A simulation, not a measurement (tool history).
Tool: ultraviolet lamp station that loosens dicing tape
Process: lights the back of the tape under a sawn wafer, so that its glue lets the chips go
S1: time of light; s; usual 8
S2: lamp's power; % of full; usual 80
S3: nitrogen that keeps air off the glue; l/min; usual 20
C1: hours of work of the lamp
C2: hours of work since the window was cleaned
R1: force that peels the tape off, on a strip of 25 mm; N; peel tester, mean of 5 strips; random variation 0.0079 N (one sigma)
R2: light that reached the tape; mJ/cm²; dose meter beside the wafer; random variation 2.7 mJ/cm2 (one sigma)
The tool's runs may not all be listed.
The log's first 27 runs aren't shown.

run	hour	S1	S2	S3	C1	C2	R1	R2
28	336.8	15	80	36	378	44	0.231	571
29	348.7	11	84	34	387	53	0.245	434
30	366.4	11	85	34	400	66	0.259	436
31	376.7	11	85	34	408	74	0.259	435
32	388.1	5	69	34	417	83	0.944	159
33	399.3	5	69	17	425	91	1.122	161
34	414.8	12	92	35	437	103	0.244	506
35	433.1	12	92	35	451	117	0.237	500
36	451.2	12	92	35	464	131	0.22	500
37	461.1	12	99	22	472	138	0.249	534
38	473.9	15	91	20	481	148	0.23	605
39	483.4	12	69	31	489	155	0.267	365
40	494	8	95	26	497	163	0.315	332
41	513.1	8	95	26	511	177	0.321	331
42	531.2	11	79	26	525	191	0.284	378
43	546.8	5	86	7	537	203	1.267	187
44	556.8	6	84	12	544	211	0.775	215

3 ways to go on from here, each from the tool as it stands after run 44. What would each give?
A	569.3	8	80	10	554	220	?	?
B	569.3	4	67	20	554	220	?	?
C	569.3	9	62	20	554	220	?	?

run	R1	R2
A	0.547	269
B	1.759	111
C	0.557	239
Without the tool's hidden state the same runs would have given:
run	R1	R2
A	0.345	357
B	1.205	148
C	0.353	315

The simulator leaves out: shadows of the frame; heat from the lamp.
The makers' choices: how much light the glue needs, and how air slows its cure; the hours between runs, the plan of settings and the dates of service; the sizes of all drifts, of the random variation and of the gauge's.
